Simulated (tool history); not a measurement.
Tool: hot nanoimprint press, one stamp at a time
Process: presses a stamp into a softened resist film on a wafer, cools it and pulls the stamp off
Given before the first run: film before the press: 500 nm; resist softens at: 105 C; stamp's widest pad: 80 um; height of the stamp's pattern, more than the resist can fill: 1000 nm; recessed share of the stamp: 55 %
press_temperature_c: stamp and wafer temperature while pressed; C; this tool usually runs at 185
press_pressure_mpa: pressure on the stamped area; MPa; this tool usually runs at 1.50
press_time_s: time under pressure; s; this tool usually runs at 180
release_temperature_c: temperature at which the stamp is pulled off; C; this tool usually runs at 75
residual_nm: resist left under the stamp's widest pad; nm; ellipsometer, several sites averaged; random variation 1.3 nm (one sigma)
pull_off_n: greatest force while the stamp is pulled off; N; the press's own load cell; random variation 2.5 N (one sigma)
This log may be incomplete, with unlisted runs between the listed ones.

{"run": 1, "day": 0.0, "press_temperature_c": 185, "press_pressure_mpa": 1.5, "press_time_s": 180, "release_temperature_c": 75, "residual_nm": 212.6, "pull_off_n": 140}
{"run": 2, "day": 0.292, "press_temperature_c": 185, "press_pressure_mpa": 1.5, "press_time_s": 180, "release_temperature_c": 75, "residual_nm": 212.2, "pull_off_n": 138}
{"run": 3, "day": 0.542, "press_temperature_c": 185, "press_pressure_mpa": 1.5, "press_time_s": 180, "release_temperature_c": 75, "residual_nm": 212.2, "pull_off_n": 140}
{"run": 4, "day": 0.817, "press_temperature_c": 185, "press_pressure_mpa": 1.5, "press_time_s": 180, "release_temperature_c": 75, "residual_nm": 212.7, "pull_off_n": 142}
{"day": 1.104, "done": "plate thermocouple calibrated"}
{"run": 5, "day": 1.142, "press_temperature_c": 185, "press_pressure_mpa": 1.5, "press_time_s": 180, "release_temperature_c": 67, "residual_nm": 205.1, "pull_off_n": 148}
{"run": 6, "day": 1.383, "press_temperature_c": 185, "press_pressure_mpa": 1.5, "press_time_s": 180, "release_temperature_c": 75, "residual_nm": 204.7, "pull_off_n": 143}
{"run": 7, "day": 1.675, "press_temperature_c": 183, "press_pressure_mpa": 1.88, "press_time_s": 180, "release_temperature_c": 75, "residual_nm": 206.5, "pull_off_n": 137}
{"run": 8, "day": 1.942, "press_temperature_c": 183, "press_pressure_mpa": 1.75, "press_time_s": 342, "release_temperature_c": 75, "residual_nm": 162.1, "pull_off_n": 139}
{"run": 9, "day": 2.325, "press_temperature_c": 195, "press_pressure_mpa": 1.15, "press_time_s": 108, "release_temperature_c": 79, "residual_nm": 182.3, "pull_off_n": 136}
{"run": 10, "day": 2.517, "press_temperature_c": 183, "press_pressure_mpa": 1.19, "press_time_s": 186, "release_temperature_c": 79, "residual_nm": 247.1, "pull_off_n": 137}
{"run": 11, "day": 2.742, "press_temperature_c": 189, "press_pressure_mpa": 1.5, "press_time_s": 180, "release_temperature_c": 81, "residual_nm": 167.9, "pull_off_n": 134}
{"run": 12, "day": 3.058, "press_temperature_c": 189, "press_pressure_mpa": 1.5, "press_time_s": 180, "release_temperature_c": 81, "residual_nm": 172.3, "pull_off_n": 133}

Measured result minus the same run's result without the hidden state. Both carry the same run-to-run variation, though not necessarily the same gauge scatter:
Unlogged tool condition in this case: true temperature over the reading, C; pressure that arrives at the usual setting, %; grip of the stamp's worn release coat, % over a new coat's; drift of the gauge itself on residual_nm, %; drift of the gauge itself on pull_off_n, %.
run=1 residual_nm=+4.6 pull_off_n=+23
run=2 residual_nm=+4.6 pull_off_n=+23
run=3 residual_nm=+4.7 pull_off_n=+24
run=4 residual_nm=+4.8 pull_off_n=+24
run=5 residual_nm=-1.0 pull_off_n=+25
run=6 residual_nm=-0.9 pull_off_n=+24
run=7 residual_nm=-0.8 pull_off_n=+24
run=8 residual_nm=-0.5 pull_off_n=+24
run=9 residual_nm=-0.4 pull_off_n=+24
run=10 residual_nm=-0.6 pull_off_n=+24
run=11 residual_nm=-0.3 pull_off_n=+24
run=12 residual_nm=-0.3 pull_off_n=+24
